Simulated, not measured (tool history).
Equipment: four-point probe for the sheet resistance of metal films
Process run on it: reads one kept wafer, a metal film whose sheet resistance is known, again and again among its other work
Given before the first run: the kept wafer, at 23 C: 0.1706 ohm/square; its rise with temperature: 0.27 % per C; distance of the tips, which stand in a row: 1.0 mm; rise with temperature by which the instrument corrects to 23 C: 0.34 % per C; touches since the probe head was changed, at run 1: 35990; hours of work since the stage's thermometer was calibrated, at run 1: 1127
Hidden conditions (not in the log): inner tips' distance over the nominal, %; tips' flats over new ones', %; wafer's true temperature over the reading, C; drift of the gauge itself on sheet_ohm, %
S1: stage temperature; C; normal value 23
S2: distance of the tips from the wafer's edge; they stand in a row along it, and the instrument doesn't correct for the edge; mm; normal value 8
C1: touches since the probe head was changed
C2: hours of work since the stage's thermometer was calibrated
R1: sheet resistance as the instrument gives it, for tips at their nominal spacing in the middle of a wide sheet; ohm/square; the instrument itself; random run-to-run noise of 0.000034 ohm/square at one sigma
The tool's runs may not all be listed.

run     day  S1  S2     C1    C2        R1
  1   0.000  23   8  35990  1127  0.172007
  2   0.921  23   8  36920  1139  0.172024
  3   1.412  23   8  37417  1145  0.172064
  4   1.908  23  37  37917  1151  0.170678
  5   2.867  23  37  38879  1164  0.170681
  6   3.800  23  37  39823  1175  0.170624
  7   4.771  23  37  40801  1188  0.170662
  8   5.808  23  37  41846  1201  0.170691
  9   6.825  23   8  42875  1214  0.171974
 10   7.346  23   8  43399  1220  0.171983
 11   8.042  23   8  44101  1229  0.172031
 12   9.067  23   8  45136  1242  0.172039
 13   9.988  23   8  46064  1254  0.172042
 14  10.638  23   8  46717  1262  0.172024
 15  11.138  23   8  47222  1268  0.172029
 16  12.033  23   8  48128  1280  0.172035
 17  12.917  23   8  49019  1291  0.171980
 18  13.542  31   8  49649  1299  0.171153
 19  14.008  35   8  50118  1305  0.170597
 20  14.604  35   8  50721  1312  0.170696
 21  15.729  35  29  51852  1326  0.169338
 22  16.583  35  29  52716  1337  0.169377
 23  17.567  35  29  53709  1350  0.169287
 24  18.379  23   6  54527  1360  0.173100
 25  19.300  23   6  55457  1372  0.173150
 26  20.017  23   6  56179  1381  0.173153
 27  20.696  26   8  56865  1389  0.171671
 28  21.617  23   5  57791  1401  0.174194
 29  22.196  33   5  58375  1408  0.173007
 30  23.000  20  34  59188  1418  0.171050
 31  23.504  34  41  59696  1425  0.169333
 32  24.062  28   3  60259  1432  0.179577
 33  25.092  21   5  61298  1445  0.174445
 34  25.917  18   5  62127  1455  0.174782
 35  26.433  34  37  62649  1462  0.169353
 36  27.321  34  37  63545  1473  0.169319
 37  27.888  31  12  64117  1480  0.170311
 38  28.442  23  24  64677  1487  0.170734
 39  29.129  23  24  65367  1496  0.170733
 40  29.942  23  24  66189  1506  0.170771
 41  30.883  30   3  67138  1518  0.179314
 42  31.988  19  49  68252  1532  0.171114
 43  32.454  28  25  68721  1538  0.170231
 44  33.525  20  25  69802  1552  0.171130
 45  34.454  20  25  70739  1563  0.171131
 46  35.008  34  16  71299  1570  0.169667

Consider 3 possible next runs. They are alternatives, not a sequence: every one starts from the tool as it was left by run 46. What does each give?
  A  35.625  34   7  71922  1578   ?
  B  35.625  30   8  71922  1578   ?
  C  35.625  28  30  71922  1578   ?

run        R1
  A  0.171122
  B  0.171196
  C  0.170111
Take away the tool's hidden state, keep each run's random variation, and the runs would have read:
run        R1
  A  0.171123
  B  0.171197
  C  0.170112
